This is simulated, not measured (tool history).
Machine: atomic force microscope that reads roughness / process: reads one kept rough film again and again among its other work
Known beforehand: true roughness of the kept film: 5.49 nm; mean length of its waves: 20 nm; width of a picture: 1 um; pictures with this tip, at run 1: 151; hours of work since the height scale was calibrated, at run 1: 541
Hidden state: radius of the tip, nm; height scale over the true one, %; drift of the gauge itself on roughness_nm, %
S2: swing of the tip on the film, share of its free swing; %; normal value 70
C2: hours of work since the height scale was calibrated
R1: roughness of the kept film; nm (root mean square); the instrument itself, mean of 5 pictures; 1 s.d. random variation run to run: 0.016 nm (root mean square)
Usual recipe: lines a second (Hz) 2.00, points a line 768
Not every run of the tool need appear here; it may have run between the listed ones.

run 1 hour=0.0 | lines_a_second_(Hz)=2.00 S2=70 points_a_line=768 | pictures_with_this_tip=151 C2=541 | R1=3.321
run 2 hour=14.8 | lines_a_second_(Hz)=2.00 S2=70 points_a_line=768 | pictures_with_this_tip=176 C2=551 | R1=3.235
run 3 hour=35.1 | lines_a_second_(Hz)=2.00 S2=78 points_a_line=768 | pictures_with_this_tip=209 C2=566 | R1=3.056
run 4 hour=44.7 | lines_a_second_(Hz)=2.00 S2=78 points_a_line=768 | pictures_with_this_tip=225 C2=573 | R1=3.048
run 5 hour=63.3 | lines_a_second_(Hz)=2.00 S2=70 points_a_line=768 | pictures_with_this_tip=256 C2=586 | R1=3.036
-- hour=79.8 new tip fitted
run 6 hour=85.6 | lines_a_second_(Hz)=2.00 S2=70 points_a_line=768 | pictures_with_this_tip=10 C2=602 | R1=3.711
run 7 hour=98.1 | lines_a_second_(Hz)=2.00 S2=70 points_a_line=768 | pictures_with_this_tip=31 C2=611 | R1=3.655
run 8 hour=111.6 | lines_a_second_(Hz)=1.16 S2=70 points_a_line=768 | pictures_with_this_tip=53 C2=621 | R1=3.647
run 9 hour=133.3 | lines_a_second_(Hz)=1.16 S2=70 points_a_line=768 | pictures_with_this_tip=89 C2=636 | R1=3.506
run 10 hour=145.6 | lines_a_second_(Hz)=1.16 S2=70 points_a_line=768 | pictures_with_this_tip=109 C2=645 | R1=3.468
run 11 hour=156.1 | lines_a_second_(Hz)=1.16 S2=70 points_a_line=768 | pictures_with_this_tip=127 C2=653 | R1=3.394
run 12 hour=167.0 | lines_a_second_(Hz)=1.16 S2=70 points_a_line=768 | pictures_with_this_tip=145 C2=660 | R1=3.333
run 13 hour=178.1 | lines_a_second_(Hz)=2.00 S2=59 points_a_line=667 | pictures_with_this_tip=163 C2=668 | R1=3.297
run 14 hour=191.6 | lines_a_second_(Hz)=1.18 S2=64 points_a_line=521 | pictures_with_this_tip=185 C2=678 | R1=3.236
run 15 hour=213.6 | lines_a_second_(Hz)=1.18 S2=64 points_a_line=521 | pictures_with_this_tip=222 C2=694 | R1=3.127
-- hour=216.4 height scale calibrated on a step standard
run 16 hour=227.6 | lines_a_second_(Hz)=0.56 S2=70 points_a_line=768 | pictures_with_this_tip=243 C2=8 | R1=3.161
run 17 hour=243.0 | lines_a_second_(Hz)=3.31 S2=82 points_a_line=487 | pictures_with_this_tip=269 C2=19 | R1=2.675
-- hour=252.4 new tip fitted
run 18 hour=266.6 | lines_a_second_(Hz)=0.95 S2=78 points_a_line=746 | pictures_with_this_tip=24 C2=36 | R1=3.718
run 19 hour=285.0 | lines_a_second_(Hz)=1.74 S2=77 points_a_line=606 | pictures_with_this_tip=54 C2=49 | R1=3.500
run 20 hour=295.7 | lines_a_second_(Hz)=1.74 S2=77 points_a_line=606 | pictures_with_this_tip=72 C2=57 | R1=3.444
run 21 hour=305.9 | lines_a_second_(Hz)=1.74 S2=77 points_a_line=606 | pictures_with_this_tip=89 C2=64 | R1=3.401
run 22 hour=328.8 | lines_a_second_(Hz)=1.74 S2=82 points_a_line=397 | pictures_with_this_tip=126 C2=80 | R1=3.208
-- hour=344.4 height scale calibrated on a step standard, once more
run 23 hour=353.6 | lines_a_second_(Hz)=2.00 S2=80 points_a_line=766 | pictures_with_this_tip=166 C2=7 | R1=3.043
run 24 hour=367.5 | lines_a_second_(Hz)=2.00 S2=70 points_a_line=382 | pictures_with_this_tip=189 C2=17 | R1=3.043

Below are 3 alternative next runs, each starting from the tool's condition after run 24. Predict each:
run A hour=387.9 | lines_a_second_(Hz)=1.82 S2=83 points_a_line=874 | pictures_with_this_tip=223 C2=31 | R1=?
run B hour=387.9 | lines_a_second_(Hz)=1.44 S2=79 points_a_line=800 | pictures_with_this_tip=223 C2=31 | R1=?
run C hour=387.9 | lines_a_second_(Hz)=2.00 S2=70 points_a_line=648 | pictures_with_this_tip=223 C2=31 | R1=?

run=A R1=2.880
run=B R1=2.961
run=C R1=2.977
With the hidden condition removed and each run's random variation left untouched, the same runs would have given:
run=A R1=3.630
run=B R1=3.731
run=C R1=3.752
